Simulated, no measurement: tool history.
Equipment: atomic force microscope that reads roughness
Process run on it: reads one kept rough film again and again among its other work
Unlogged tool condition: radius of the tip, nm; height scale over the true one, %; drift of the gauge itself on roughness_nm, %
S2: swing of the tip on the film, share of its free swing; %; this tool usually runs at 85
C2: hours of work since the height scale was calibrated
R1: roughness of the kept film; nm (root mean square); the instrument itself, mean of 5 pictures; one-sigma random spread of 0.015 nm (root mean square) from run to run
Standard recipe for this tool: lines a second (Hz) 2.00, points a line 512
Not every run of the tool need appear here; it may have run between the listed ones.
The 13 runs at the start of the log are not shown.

{"run": 14, "day": 16.846, "lines a second (Hz)": 2.0, "S2": 57, "points a line": 472, "pictures with this tip": 159, "C2": 937, "R1": 4.027}
{"run": 15, "day": 18.071, "lines a second (Hz)": 2.0, "S2": 57, "points a line": 472, "pictures with this tip": 188, "C2": 955, "R1": 3.958}
{"run": 16, "day": 19.742, "lines a second (Hz)": 2.0, "S2": 57, "points a line": 472, "pictures with this tip": 227, "C2": 979, "R1": 3.829}
{"run": 17, "day": 20.488, "lines a second (Hz)": 2.0, "S2": 85, "points a line": 329, "pictures with this tip": 244, "C2": 990, "R1": 3.133}
{"run": 18, "day": 22.138, "lines a second (Hz)": 2.0, "S2": 85, "points a line": 329, "pictures with this tip": 283, "C2": 1014, "R1": 3.05}
{"day": 22.404, "done": "new tip fitted"}
{"run": 19, "day": 23.629, "lines a second (Hz)": 0.67, "S2": 85, "points a line": 512, "pictures with this tip": 29, "C2": 1035, "R1": 4.226}
{"run": 20, "day": 24.371, "lines a second (Hz)": 1.1, "S2": 66, "points a line": 512, "pictures with this tip": 46, "C2": 1046, "R1": 4.315}
{"run": 21, "day": 25.35, "lines a second (Hz)": 0.73, "S2": 84, "points a line": 512, "pictures with this tip": 69, "C2": 1060, "R1": 4.08}
{"run": 22, "day": 26.058, "lines a second (Hz)": 1.71, "S2": 61, "points a line": 512, "pictures with this tip": 86, "C2": 1070, "R1": 4.168}
{"run": 23, "day": 26.954, "lines a second (Hz)": 1.92, "S2": 60, "points a line": 679, "pictures with this tip": 107, "C2": 1083, "R1": 4.119}
{"run": 24, "day": 27.721, "lines a second (Hz)": 2.0, "S2": 85, "points a line": 602, "pictures with this tip": 125, "C2": 1094, "R1": 3.36}
{"run": 25, "day": 29.167, "lines a second (Hz)": 2.0, "S2": 82, "points a line": 602, "pictures with this tip": 159, "C2": 1115, "R1": 3.425}
{"run": 26, "day": 29.883, "lines a second (Hz)": 2.0, "S2": 82, "points a line": 602, "pictures with this tip": 176, "C2": 1125, "R1": 3.374}
{"run": 27, "day": 31.129, "lines a second (Hz)": 1.79, "S2": 69, "points a line": 308, "pictures with this tip": 206, "C2": 1143, "R1": 3.709}
{"run": 28, "day": 32.271, "lines a second (Hz)": 1.79, "S2": 69, "points a line": 308, "pictures with this tip": 233, "C2": 1160, "R1": 3.677}
{"run": 29, "day": 33.196, "lines a second (Hz)": 0.57, "S2": 63, "points a line": 493, "pictures with this tip": 254, "C2": 1173, "R1": 3.957}
{"run": 30, "day": 33.954, "lines a second (Hz)": 1.52, "S2": 55, "points a line": 313, "pictures with this tip": 272, "C2": 1184, "R1": 3.814}
{"day": 34.604, "done": "new tip fitted"}
{"run": 31, "day": 35.408, "lines a second (Hz)": 1.52, "S2": 55, "points a line": 313, "pictures with this tip": 19, "C2": 1205, "R1": 4.427}
{"run": 32, "day": 36.958, "lines a second (Hz)": 1.26, "S2": 61, "points a line": 313, "pictures with this tip": 55, "C2": 1227, "R1": 4.257}
{"run": 33, "day": 37.683, "lines a second (Hz)": 1.18, "S2": 76, "points a line": 262, "pictures with this tip": 72, "C2": 1238, "R1": 3.983}
{"run": 34, "day": 39.15, "lines a second (Hz)": 1.4, "S2": 76, "points a line": 350, "pictures with this tip": 107, "C2": 1259, "R1": 3.841}
{"run": 35, "day": 40.562, "lines a second (Hz)": 1.4, "S2": 76, "points a line": 350, "pictures with this tip": 140, "C2": 1279, "R1": 3.792}
{"run": 36, "day": 42.183, "lines a second (Hz)": 1.4, "S2": 76, "points a line": 350, "pictures with this tip": 179, "C2": 1303, "R1": 3.698}
{"run": 37, "day": 42.942, "lines a second (Hz)": 3.6, "S2": 58, "points a line": 609, "pictures with this tip": 196, "C2": 1314, "R1": 3.758}

4 ways to go on from here, each from the tool as it stands after run 37. What would each give?
{"run": "A", "day": 44.346, "lines a second (Hz)": 0.63, "S2": 85, "points a line": 871, "pictures with this tip": 229, "C2": 1334, "R1": "?"}
{"run": "B", "day": 44.346, "lines a second (Hz)": 2.0, "S2": 65, "points a line": 927, "pictures with this tip": 229, "C2": 1334, "R1": "?"}
{"run": "C", "day": 44.346, "lines a second (Hz)": 3.6, "S2": 69, "points a line": 609, "pictures with this tip": 229, "C2": 1334, "R1": "?"}
{"run": "D", "day": 44.346, "lines a second (Hz)": 3.98, "S2": 85, "points a line": 512, "pictures with this tip": 229, "C2": 1334, "R1": "?"}

run=A R1=3.749
run=B R1=3.725
run=C R1=3.341
run=D R1=2.593
With the hidden condition removed and each run's random variation left untouched, the same runs would have given:
run=A R1=4.383
run=B R1=4.354
run=C R1=3.906
run=D R1=3.032
